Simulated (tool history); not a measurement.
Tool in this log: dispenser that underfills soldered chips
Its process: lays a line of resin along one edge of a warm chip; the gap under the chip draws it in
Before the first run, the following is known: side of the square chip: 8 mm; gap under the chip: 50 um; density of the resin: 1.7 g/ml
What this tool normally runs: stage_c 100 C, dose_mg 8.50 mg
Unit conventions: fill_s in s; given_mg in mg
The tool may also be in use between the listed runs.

{"run": 1, "hour": 0.0, "stage_c": 100, "dose_mg": 8.5, "fill_s": 123.8, "given_mg": 8.15}
{"hour": 0.7, "done": "new syringe of resin"}
{"run": 2, "hour": 7.2, "stage_c": 100, "dose_mg": 8.5, "fill_s": 93.5, "given_mg": 8.09}
{"run": 3, "hour": 11.3, "stage_c": 100, "dose_mg": 8.5, "fill_s": 103.8, "given_mg": 8.11}
{"run": 4, "hour": 15.8, "stage_c": 100, "dose_mg": 8.5, "fill_s": 121.0, "given_mg": 8.0}
{"hour": 16.7, "done": "new syringe of resin"}
{"run": 5, "hour": 22.6, "stage_c": 100, "dose_mg": 8.5, "fill_s": 90.4, "given_mg": 8.01}
{"run": 6, "hour": 28.1, "stage_c": 100, "dose_mg": 8.89, "fill_s": 106.3, "given_mg": 8.29}
{"hour": 32.7, "done": "new syringe of resin"}
{"run": 7, "hour": 33.3, "stage_c": 100, "dose_mg": 8.89, "fill_s": 72.6, "given_mg": 8.34}
{"run": 8, "hour": 36.0, "stage_c": 100, "dose_mg": 8.5, "fill_s": 81.3, "given_mg": 8.02}
{"run": 9, "hour": 38.9, "stage_c": 100, "dose_mg": 8.63, "fill_s": 88.5, "given_mg": 8.08}
{"run": 10, "hour": 43.7, "stage_c": 100, "dose_mg": 8.63, "fill_s": 103.7, "given_mg": 8.05}
{"hour": 48.7, "done": "new syringe of resin"}
{"hour": 49.9, "done": "dispensing valve cleaned and set on the balance"}
{"run": 11, "hour": 49.9, "stage_c": 100, "dose_mg": 8.63, "fill_s": 75.1, "given_mg": 8.61}
{"run": 12, "hour": 55.1, "stage_c": 100, "dose_mg": 8.5, "fill_s": 89.0, "given_mg": 8.43}
{"run": 13, "hour": 61.5, "stage_c": 100, "dose_mg": 8.07, "fill_s": 108.8, "given_mg": 8.08}
{"hour": 65.7, "done": "new syringe of resin"}
{"run": 14, "hour": 67.5, "stage_c": 100, "dose_mg": 8.07, "fill_s": 81.8, "given_mg": 8.02}

Run 15 has not been measured yet. What should we expect?
{"run": 15, "hour": 73.3, "stage_c": 105, "dose_mg": 8.5, "fill_s": "?", "given_mg": "?"}

{"run 15": {"fill_s": 79.3, "given_mg": 8.41}}
Were there no unlogged condition in the tool, this run, its random variation unchanged, would have produced fill_s 62.5 s, given_mg 8.52 mg.
